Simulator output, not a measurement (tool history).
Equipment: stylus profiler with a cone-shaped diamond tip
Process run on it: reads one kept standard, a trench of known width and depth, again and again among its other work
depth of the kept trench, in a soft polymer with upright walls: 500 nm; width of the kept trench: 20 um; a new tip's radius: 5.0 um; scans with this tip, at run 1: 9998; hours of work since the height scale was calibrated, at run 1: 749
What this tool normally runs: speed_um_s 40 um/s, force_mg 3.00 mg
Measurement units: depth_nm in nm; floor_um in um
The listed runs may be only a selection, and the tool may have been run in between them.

run,hour,speed_um_s,force_mg,scans with this tip,hours of work since the height scale was calibrated,depth_nm,floor_um
1,0.0,40,3.00,9998,749,509.86,15.52
2,105.1,40,3.00,10659,799,509.53,15.51
3,218.6,68,3.00,11372,852,509.39,15.41
4,267.9,68,3.00,11682,875,509.42,15.39
5,344.2,68,3.00,12162,911,509.63,15.42
6,456.7,68,3.00,12869,964,509.43,15.39
7,522.2,40,3.00,13281,995,509.41,15.48
8,605.1,40,3.00,13802,1034,509.33,15.45
9,654.2,40,3.00,14111,1057,509.43,15.44
10,720.9,40,3.00,14530,1089,509.58,15.48
11,834.9,40,3.00,15246,1142,509.48,15.45
12,884.5,40,3.00,15559,1166,509.60,15.49
13,988.9,40,3.00,16215,1215,509.56,15.48
14,1077.1,40,3.00,16769,1256,509.46,15.49
15,1142.5,40,3.00,17180,1287,509.36,15.43
16,1200.2,40,3.00,17543,1314,509.19,15.53
17,1289.5,40,3.00,18104,1357,509.45,15.52
18,1380.3,10,3.00,18675,1399,509.55,15.53
19,1444.3,10,3.00,19078,1429,509.64,15.52
20,1515.9,40,1.50,19528,1463,506.24,15.40
# hour 1561.2: new tip fitted, height scale calibrated
21,1629.8,40,3.00,431,32,509.47,15.54
22,1692.0,40,3.00,822,62,509.44,15.47
23,1794.9,40,3.00,1469,110,509.36,15.55
24,1910.0,40,3.00,2193,164,509.50,15.47
25,1987.0,13,1.54,2677,201,505.96,15.59
26,2041.6,13,1.54,3020,226,506.01,15.58
27,2135.4,109,4.13,3610,271,511.95,15.28
28,2239.9,10,1.27,4266,320,505.01,15.54
29,2345.4,110,6.82,4930,369,516.57,15.35
30,2443.0,77,6.82,5543,415,516.46,15.51
31,2528.9,14,2.08,6083,456,507.34,15.54
32,2641.4,14,6.79,6790,509,516.44,15.61
33,2715.1,47,4.13,7253,544,511.76,15.53
34,2802.5,47,4.13,7803,585,511.67,15.52
35,2890.7,21,2.22,8358,626,507.56,15.55
36,2958.8,21,2.22,8786,658,507.76,15.59

Forecast run 37:
37,3040.7,28,5.44,9301,697,?,?

Run 37 measured depth_nm 514.07 nm, floor_um 15.65 um.
Take away the tool's hidden state, keep the run-to-run variation as it was, and the same run would have given depth_nm 514.06 nm, floor_um 15.66 um.
